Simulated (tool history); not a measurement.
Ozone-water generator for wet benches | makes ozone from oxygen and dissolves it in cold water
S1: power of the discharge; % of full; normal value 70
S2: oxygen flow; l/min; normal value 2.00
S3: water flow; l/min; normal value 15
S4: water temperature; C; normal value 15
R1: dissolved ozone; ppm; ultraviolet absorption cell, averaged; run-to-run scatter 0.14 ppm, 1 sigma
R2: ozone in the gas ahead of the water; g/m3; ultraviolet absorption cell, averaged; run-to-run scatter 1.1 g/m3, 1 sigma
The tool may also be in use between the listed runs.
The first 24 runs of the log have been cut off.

Run 25, hour 964.5: usual settings but S1 61 % of full, S3 11 l/min. Result: R1 18.6 ppm, R2 175.4 g/m3.
Run 26, hour 1004.2: usual settings but S1 77 % of full, S2 2.14 l/min, S3 11 l/min. Result: R1 21.3 ppm, R2 193.8 g/m3.
Run 27, hour 1046.4: usual settings but S1 95 % of full, S3 18 l/min, S4 9 C. Result: R1 15.6 ppm, R2 224.7 g/m3.
Run 28, hour 1100.1: usual settings but S1 88 % of full. Result: R1 17.3 ppm, R2 217.6 g/m3.
Run 29, hour 1138.4: usual settings but S2 1.39 l/min, S3 12 l/min. Result: R1 16.9 ppm, R2 226.3 g/m3.
Run 30, hour 1183.3: usual settings but S2 1.89 l/min, S4 8 C. Result: R1 15.8 ppm, R2 194.0 g/m3.
Run 31, hour 1214.5: usual settings but S1 61 % of full, S2 1.12 l/min, S3 16 l/min, S4 8 C. Result: R1 11.4 ppm, R2 233.0 g/m3.
Run 32, hour 1239.8: usual settings but S1 50 % of full, S2 2.11 l/min, S3 20 l/min, S4 12 C. Result: R1 10.0 ppm, R2 154.4 g/m3.
Run 33, hour 1272.1: usual settings but S1 79 % of full, S2 2.11 l/min, S3 10 l/min, S4 12 C. Result: R1 24.1 ppm, R2 198.7 g/m3.

Alternative continuations, all from the tool just after run 33; predict every row:
Run A, hour 1301.7: usual settings but S1 79 % of full, S2 2.11 l/min, S3 10 l/min, S4 12 C. Result: R1 ?, R2 ?.
Run B, hour 1301.7: usual settings but S1 78 % of full, S2 1.20 l/min, S3 10 l/min, S4 17 C. Result: R1 ?, R2 ?.
Run C, hour 1301.7: usual settings but S1 41 % of full, S2 2.11 l/min, S3 10 l/min, S4 14 C. Result: R1 ?, R2 ?.
Run D, hour 1301.7: usual settings but S1 71 % of full, S2 3.06 l/min. Result: R1 ?, R2 ?.

run    R1     R2
  A  23.9  196.0
  B  19.9  258.0
  C  16.6  139.6
  D  16.6  157.4
What these runs would have given with no unlogged condition in the tool:
run    R1     R2
  A  25.8  206.3
  B  21.4  271.4
  C  17.6  144.3
  D  18.0  165.1

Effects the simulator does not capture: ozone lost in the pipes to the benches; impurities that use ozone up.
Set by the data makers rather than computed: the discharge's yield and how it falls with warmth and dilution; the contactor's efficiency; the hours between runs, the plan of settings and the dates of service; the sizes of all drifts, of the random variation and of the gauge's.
